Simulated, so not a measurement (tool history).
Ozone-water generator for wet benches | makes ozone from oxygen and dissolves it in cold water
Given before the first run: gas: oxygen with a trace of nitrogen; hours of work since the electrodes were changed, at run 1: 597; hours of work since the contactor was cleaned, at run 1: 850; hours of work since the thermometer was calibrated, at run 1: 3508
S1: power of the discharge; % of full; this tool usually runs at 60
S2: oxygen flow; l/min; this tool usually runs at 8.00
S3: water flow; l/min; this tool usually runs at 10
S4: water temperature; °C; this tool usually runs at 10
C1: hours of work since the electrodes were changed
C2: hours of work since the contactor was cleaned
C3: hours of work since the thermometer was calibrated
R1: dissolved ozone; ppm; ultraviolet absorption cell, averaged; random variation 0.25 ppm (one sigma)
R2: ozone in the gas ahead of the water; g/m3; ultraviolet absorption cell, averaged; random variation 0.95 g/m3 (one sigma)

run 1 hour=0.0 | S1=60 S2=8.00 S3=10 S4=10 | C1=597 C2=850 C3=3508 | R1=36.8 R2=161.6
run 2 hour=38.9 | S1=60 S2=8.00 S3=10 S4=10 | C1=635 C2=888 C3=3545 | R1=36.9 R2=157.6
run 3 hour=72.1 | S1=60 S2=8.00 S3=10 S4=10 | C1=667 C2=920 C3=3577 | R1=36.8 R2=159.4
run 4 hour=110.7 | S1=52 S2=8.00 S3=10 S4=10 | C1=704 C2=957 C3=3615 | R1=33.8 R2=145.4
run 5 hour=140.8 | S1=52 S2=8.00 S3=10 S4=10 | C1=733 C2=986 C3=3644 | R1=33.4 R2=145.0
run 6 hour=181.6 | S1=52 S2=8.00 S3=10 S4=10 | C1=772 C2=1025 C3=3683 | R1=33.1 R2=145.7
run 7 hour=226.6 | S1=52 S2=8.00 S3=10 S4=10 | C1=816 C2=1068 C3=3726 | R1=33.1 R2=142.5
run 8 hour=271.1 | S1=52 S2=8.00 S3=10 S4=10 | C1=858 C2=1111 C3=3769 | R1=33.2 R2=142.9
run 9 hour=295.0 | S1=52 S2=8.00 S3=10 S4=10 | C1=882 C2=1134 C3=3792 | R1=33.5 R2=144.2
run 10 hour=341.4 | S1=52 S2=8.00 S3=10 S4=10 | C1=926 C2=1179 C3=3837 | R1=33.5 R2=145.0
run 11 hour=372.3 | S1=52 S2=8.00 S3=10 S4=10 | C1=956 C2=1209 C3=3867 | R1=33.2 R2=144.8
run 12 hour=394.1 | S1=60 S2=8.00 S3=6 S4=10 | C1=977 C2=1230 C3=3888 | R1=44.6 R2=158.6
run 13 hour=432.2 | S1=60 S2=8.00 S3=10 S4=10 | C1=1014 C2=1266 C3=3924 | R1=36.7 R2=157.7
run 14 hour=480.8 | S1=60 S2=5.08 S3=10 S4=10 | C1=1060 C2=1313 C3=3971 | R1=37.2 R2=193.0
run 15 hour=517.3 | S1=60 S2=5.08 S3=10 S4=10 | C1=1096 C2=1349 C3=4006 | R1=37.0 R2=191.9
run 16 hour=558.8 | S1=60 S2=5.08 S3=10 S4=10 | C1=1136 C2=1388 C3=4046 | R1=36.6 R2=194.9
run 17 hour=607.0 | S1=42 S2=5.56 S3=16 S4=9 | C1=1182 C2=1435 C3=4093 | R1=22.0 R2=146.5

Run 18, settings as shown, results not yet in. Your forecast:
run 18 hour=634.9 | S1=42 S2=5.56 S3=16 S4=9 | C1=1209 C2=1462 C3=4120 | R1=? R2=?

Run 18 gave R1 22.0 ppm, R2 148.1 g/m3.
Without the tool's hidden state the same run would have given R1 22.7 ppm, R2 151.2 g/m3.
